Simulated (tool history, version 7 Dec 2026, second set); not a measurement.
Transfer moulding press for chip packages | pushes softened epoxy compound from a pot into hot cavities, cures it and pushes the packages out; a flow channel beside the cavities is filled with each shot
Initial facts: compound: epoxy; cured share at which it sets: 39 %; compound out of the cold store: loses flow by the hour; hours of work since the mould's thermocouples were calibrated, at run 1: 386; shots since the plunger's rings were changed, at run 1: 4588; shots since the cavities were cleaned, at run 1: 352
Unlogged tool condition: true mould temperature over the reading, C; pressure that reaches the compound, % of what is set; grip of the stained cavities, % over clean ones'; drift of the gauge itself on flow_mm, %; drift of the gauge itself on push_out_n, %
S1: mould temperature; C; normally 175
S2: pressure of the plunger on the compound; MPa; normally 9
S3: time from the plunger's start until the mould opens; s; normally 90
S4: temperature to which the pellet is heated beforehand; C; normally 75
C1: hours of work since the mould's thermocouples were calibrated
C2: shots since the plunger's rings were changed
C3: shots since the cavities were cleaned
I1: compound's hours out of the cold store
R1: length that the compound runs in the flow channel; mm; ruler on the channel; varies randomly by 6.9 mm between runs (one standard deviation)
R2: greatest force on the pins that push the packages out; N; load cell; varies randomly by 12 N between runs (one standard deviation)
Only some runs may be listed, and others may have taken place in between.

run,day,S1,S2,S3,S4,C1,C2,C3,I1,R1,R2
1,0,175,9,90,75,386,4588,352,45.7,763,548
2,1.25,170,9,90,75,405,4964,728,17,861,787
# day 2.354: cavities cleaned with cleaning compound and waxed
3,2.567,175,9,90,75,425,5341,64,34.3,803,548
4,3.688,175,9,90,75,442,5678,401,47.1,754,542
5,5.308,175,9,90,74,467,6166,889,33.7,796,561
# day 5.842: cavities cleaned with cleaning compound and waxed
# day 7.5: plunger's sealing rings changed
6,7.5,175,9,118,75,498,0,467,39.9,782,474
# day 9.433: cavities cleaned with cleaning compound and waxed
7,9.762,168,9,90,75,532,661,99,18,879,926
# day 10.992: mould's thermocouples calibrated
8,12.033,168,9,90,75,16,1319,757,34.3,816,872
# day 12.908: cavities cleaned with cleaning compound and waxed
9,13.029,175,9,90,71,31,1600,36,30.5,820,569
10,14.079,175,9,90,71,47,1916,352,10.7,864,615
# day 16.383: cavities cleaned with cleaning compound and waxed
11,16.383,175,9,90,71,81,2590,0,47.6,760,553
12,18.517,175,9,90,75,114,3232,642,22.1,815,587
13,19.504,175,9,90,75,130,3528,938,17.6,852,586
# day 19.846: cavities cleaned with cleaning compound and waxed
14,21.688,175,9,96,75,162,4165,553,12,851,539
# day 23.279: cavities cleaned with cleaning compound and waxed
15,23.875,174,10.1,90,75,195,4805,180,39.6,830,581
16,25.446,174,10.1,90,75,219,5277,652,18.3,886,622
# day 26.704: cavities cleaned with cleaning compound and waxed
17,27.554,182,10.1,90,67,251,5893,256,35.6,807,456
18,29.238,169,7.04,90,78,277,6399,762,24.9,754,830
# day 30.146: cavities cleaned with cleaning compound and waxed
# day 30.671: plunger's sealing rings changed
19,30.812,169,7.04,90,78,299,42,170,22.6,742,867
20,32.529,175,10.85,90,75,325,559,687,8.4,957,584
# day 33.783: cavities cleaned with cleaning compound and waxed
21,34.179,175,10.85,72,75,350,1035,119,34,884,909
22,35.442,168,10.85,72,67,369,1415,499,15.5,972,1688
23,37.021,180,10.06,90,75,394,1890,974,39.1,803,477
# day 37.275: cavities cleaned with cleaning compound and waxed
24,38.304,172,8.98,94,75,413,2257,309,22.3,848,630

Expected results for the next run?
25,39.354,175,9,113,75,429,2573,625,30.3,?,?

Logged for run 25: R1 814 mm, R2 453 N.
On a tool with no hidden condition, and with the same random variation, this run would have come out at R1 815 mm, R2 450 N.
